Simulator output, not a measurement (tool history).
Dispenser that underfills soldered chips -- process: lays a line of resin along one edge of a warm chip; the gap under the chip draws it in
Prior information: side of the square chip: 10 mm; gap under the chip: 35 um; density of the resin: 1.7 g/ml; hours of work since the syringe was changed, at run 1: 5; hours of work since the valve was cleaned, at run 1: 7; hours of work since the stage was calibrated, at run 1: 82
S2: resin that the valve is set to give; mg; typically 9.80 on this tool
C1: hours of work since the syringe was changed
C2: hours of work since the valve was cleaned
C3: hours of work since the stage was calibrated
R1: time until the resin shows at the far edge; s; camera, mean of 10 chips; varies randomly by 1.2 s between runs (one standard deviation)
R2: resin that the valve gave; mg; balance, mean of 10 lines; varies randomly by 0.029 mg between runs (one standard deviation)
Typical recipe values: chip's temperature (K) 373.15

Run 1, hour 0.0: usual settings; C1 5; C2 7; C3 82. Result: R1 138.7 s, R2 9.80 mg.
Run 2, hour 3.3: usual settings; C1 7; C2 9; C3 84. Result: R1 149.7 s, R2 9.78 mg.
Run 3, hour 8.4: usual settings; C1 10; C2 12; C3 88. Result: R1 173.5 s, R2 9.72 mg.
At hour 9.1: new syringe of resin.
Run 4, hour 11.9: usual settings but chip's temperature (K) 386.15; C1 2; C2 14; C3 89. Result: R1 72.7 s, R2 9.70 mg.
Run 5, hour 17.0: usual settings but chip's temperature (K) 386.15; C1 5; C2 17; C3 93. Result: R1 83.3 s, R2 9.69 mg.
Run 6, hour 20.5: usual settings; C1 7; C2 20; C3 95. Result: R1 153.3 s, R2 9.66 mg.
Run 7, hour 24.2: usual settings but chip's temperature (K) 362.15; C1 9; C2 22; C3 97. Result: R1 275.0 s, R2 9.63 mg.
At hour 25.9: new syringe of resin.
Run 8, hour 28.3: usual settings but chip's temperature (K) 362.15, S2 12.49 mg; C1 1; C2 24; C3 99. Result: R1 187.7 s, R2 12.24 mg.
Run 9, hour 34.4: usual settings but chip's temperature (K) 362.15, S2 12.49 mg; C1 5; C2 28; C3 103. Result: R1 216.4 s, R2 12.26 mg.
Run 10, hour 38.0: usual settings but chip's temperature (K) 362.15, S2 12.49 mg; C1 7; C2 30; C3 105. Result: R1 248.5 s, R2 12.29 mg.
Run 11, hour 41.0: usual settings; C1 9; C2 32; C3 107. Result: R1 170.6 s, R2 9.62 mg.
At hour 42.6: new syringe of resin.
Run 12, hour 47.5: usual settings but chip's temperature (K) 384.15; C1 3; C2 36; C3 111. Result: R1 79.8 s, R2 9.65 mg.
Run 13, hour 52.4: usual settings; C1 6; C2 39; C3 114. Result: R1 143.9 s, R2 9.59 mg.
Run 14, hour 55.9: usual settings; C1 8; C2 41; C3 116. Result: R1 158.3 s, R2 9.59 mg.
At hour 59.2: new syringe of resin.
Run 15, hour 62.2: usual settings; C1 2; C2 45; C3 120. Result: R1 122.0 s, R2 9.57 mg.
Run 16, hour 67.5: usual settings; C1 5; C2 48; C3 123. Result: R1 139.2 s, R2 9.57 mg.
Run 17, hour 70.9: usual settings; C1 7; C2 50; C3 125. Result: R1 151.5 s, R2 9.57 mg.
At hour 75.8: new syringe of resin.
Run 18, hour 75.8: usual settings; C1 0; C2 53; C3 128. Result: R1 109.4 s, R2 9.56 mg.
Run 19, hour 79.9: usual settings; C1 3; C2 55; C3 131. Result: R1 122.5 s, R2 9.51 mg.
Run 20, hour 83.5: usual settings but chip's temperature (K) 372.15, S2 11.46 mg; C1 5; C2 58; C3 133. Result: R1 139.4 s, R2 11.07 mg.
Run 21, hour 87.6: usual settings but chip's temperature (K) 382.15, S2 11.29 mg; C1 7; C2 60; C3 135. Result: R1 104.6 s, R2 10.96 mg.
Run 22, hour 90.5: usual settings but chip's temperature (K) 382.15, S2 11.29 mg; C1 9; C2 62; C3 137. Result: R1 112.2 s, R2 10.92 mg.
At hour 92.8: new syringe of resin.
Run 23, hour 95.1: usual settings but chip's temperature (K) 382.15, S2 11.29 mg; C1 1; C2 65; C3 140. Result: R1 79.3 s, R2 10.88 mg.
Run 24, hour 100.3: usual settings but chip's temperature (K) 382.15, S2 9.36 mg; C1 5; C2 68; C3 143. Result: R1 95.2 s, R2 9.00 mg.
Run 25, hour 103.4: usual settings but chip's temperature (K) 366.15, S2 9.92 mg; C1 7; C2 70; C3 145. Result: R1 197.4 s, R2 9.52 mg.
Run 26, hour 108.1: usual settings but chip's temperature (K) 366.15, S2 9.92 mg; C1 9; C2 73; C3 148. Result: R1 224.9 s, R2 9.53 mg.
At hour 109.4: new syringe of resin.
Run 27, hour 111.3: usual settings but S2 10.96 mg; C1 1; C2 74; C3 149. Result: R1 116.1 s, R2 10.49 mg.
Run 28, hour 114.0: usual settings but chip's temperature (K) 360.15, S2 12.01 mg; C1 3; C2 76; C3 151. Result: R1 216.3 s, R2 11.52 mg.
Run 29, hour 120.2: usual settings but chip's temperature (K) 360.15, S2 12.01 mg; C1 7; C2 80; C3 155. Result: R1 260.8 s, R2 11.51 mg.
Run 30, hour 124.7: usual settings but chip's temperature (K) 368.15, S2 10.52 mg; C1 9; C2 83; C3 158. Result: R1 207.1 s, R2 10.08 mg.
At hour 126.3: new syringe of resin.
Run 31, hour 128.1: usual settings but chip's temperature (K) 368.15, S2 10.52 mg; C1 1; C2 84; C3 160. Result: R1 144.3 s, R2 10.06 mg.
Run 32, hour 131.6: usual settings but chip's temperature (K) 363.15, S2 8.55 mg; C1 3; C2 87; C3 162. Result: R1 200.4 s, R2 8.17 mg.
Run 33, hour 135.7: usual settings but chip's temperature (K) 363.15, S2 8.55 mg; C1 6; C2 89; C3 164. Result: R1 220.9 s, R2 8.11 mg.
Run 34, hour 141.4: usual settings but chip's temperature (K) 384.15, S2 8.97 mg; C1 9; C2 93; C3 168. Result: R1 110.0 s, R2 8.55 mg.
At hour 143.0: new syringe of resin.
At hour 145.0: dispensing valve cleaned and set on the balance.
Run 35, hour 148.5: usual settings but chip's temperature (K) 381.15, S2 10.65 mg; C1 3; C2 2; C3 171. Result: R1 91.1 s, R2 10.60 mg.
Run 36, hour 152.0: usual settings but chip's temperature (K) 369.15, S2 8.43 mg; C1 5; C2 4; C3 174. Result: R1 162.1 s, R2 8.44 mg.

Had the tool no unlogged condition, and each run kept its random variation, what would the results have been?
The tool's hidden condition here consists of: resin's viscosity, % of fresh resin's; dose that the valve gives, % of what is set; true chip temperature over the reading, C; drift of the gauge itself on fill_s, %; drift of the gauge itself on given_mg, %.
run     R1     R2
  1  112.5   9.85
  2  111.0   9.84
  3  111.9   9.80
  4   66.5   9.78
  5   66.2   9.78
  6  110.8   9.77
  7  179.7   9.75
  8  174.7  12.40
  9  170.6  12.45
 10  177.2  12.50
 11  111.6   9.79
 12   70.9   9.84
 13  111.8   9.80
 14  111.6   9.80
 15  112.9   9.80
 16  111.2   9.82
 17  110.3   9.83
 18  111.2   9.84
 19  111.3   9.80
 20  114.8  11.43
 21   77.1  11.33
 22   76.1  11.30
 23   75.8  11.27
 24   78.6   9.34
 25  150.3   9.90
 26  150.3   9.91
 27  110.5  10.93
 28  191.5  12.01
 29  194.7  12.03
 30  136.4  10.54
 31  138.7  10.53
 32  174.0   8.56
 33  171.2   8.52
 34   72.9   8.99
 35   81.6  10.64
 36  132.2   8.48
